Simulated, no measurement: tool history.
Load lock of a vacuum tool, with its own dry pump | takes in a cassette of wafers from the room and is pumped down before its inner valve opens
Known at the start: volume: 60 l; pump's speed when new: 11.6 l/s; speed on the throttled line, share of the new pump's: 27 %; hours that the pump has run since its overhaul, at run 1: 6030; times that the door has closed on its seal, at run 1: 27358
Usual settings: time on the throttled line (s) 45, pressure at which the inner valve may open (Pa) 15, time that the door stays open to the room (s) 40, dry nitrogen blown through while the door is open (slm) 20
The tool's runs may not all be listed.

run,hour,time on the throttled line (s),pressure at which the inner valve may open (Pa),time that the door stays open to the room (s),dry nitrogen blown through while the door is open (slm),hours that the pump has run since its overhaul,times that the door has closed on its seal,"incoming humidity of the room's air, %",time from the closed door until the inner valve may open (s),rise of the pressure with all valves shut (Pa/min)
1,0.0,45,15,40,20,6030,27358,44.1,81.4,0.093
2,79.6,45,15,40,20,6109,27693,47.2,81.1,0.096
3,198.5,45,15,40,20,6228,28192,47.0,81.2,0.094
4,285.6,45,15,40,12,6315,28558,43.6,80.9,0.099
5,474.2,45,15,40,20,6504,29350,44.6,82.7,0.097
6,563.2,45,15,40,20,6593,29724,44.3,81.3,0.097
7,685.9,45,15,40,20,6716,30239,47.7,81.6,0.107
8,812.4,37,15,40,20,6842,30771,47.2,75.1,0.108
9,967.8,29,15,40,20,6997,31424,45.5,70.9,0.104
10,1109.5,29,15,40,20,7139,32019,41.8,69.9,0.104
11,1211.2,29,15,40,20,7241,32446,46.3,70.2,0.114
12,1378.0,29,15,40,20,7408,33147,46.8,70.2,0.112
13,1479.1,29,15,40,20,7509,33571,44.0,70.9,0.114
14,1619.3,29,19,40,30,7649,34160,47.3,68.7,0.115
15,1763.0,29,19,40,30,7793,34764,41.3,70.0,0.106
16,1932.1,45,10,40,37,7962,35474,44.7,83.7,0.114
17,2092.3,45,20,40,20,8122,36147,44.4,79.1,0.130
18,2219.8,45,29,40,20,8249,36683,44.2,77.6,0.129
19,2344.5,23,28,36,20,8374,37207,46.1,63.7,0.123
20,2434.3,23,13,36,20,8464,37584,46.0,67.3,0.132
21,2524.3,62,13,31,20,8554,37962,43.5,96.3,0.127
22,2619.8,62,13,31,20,8649,38363,45.0,95.4,0.128
23,2763.7,30,13,81,20,8793,38967,47.9,73.3,0.154
24,2935.2,49,22,38,42,8965,39688,46.0,83.5,0.133
25,3025.4,84,13,74,42,9055,40067,39.8,111.1,0.139
26,3163.9,84,13,74,42,9194,40648,45.4,110.5,0.148

Hidden state or all else? Some run-to-run changes of time from the closed door until the inner valve may open (s), split into what the settings, what came in and random variation would give without the hidden state, and what is left for the hidden state (with any gauge scatter that isn't in both results):
The hidden state here: pump's speed, % of a new pump's; leak at the door's seal, Pa l/s; drift of the gauge itself on ready_s, %; drift of the gauge itself on rise_pa_min, %.
Run 20 -> 21: time on the throttled line (s) 23 -> 62, time that the door stays open to the room (s) 36 -> 31. time from the closed door until the inner valve may open (s) +29.0: hidden state -1.1, all else +30.1.
Run 22 -> 23: time on the throttled line (s) 62 -> 30, time that the door stays open to the room (s) 31 -> 81. time from the closed door until the inner valve may open (s) -22.1: hidden state +1.0, all else -23.1.
Run 24 -> 25: time on the throttled line (s) 49 -> 84, pressure at which the inner valve may open (Pa) 22 -> 13, time that the door stays open to the room (s) 38 -> 74. time from the closed door until the inner valve may open (s) +27.6: hidden state -0.8, all else +28.4.
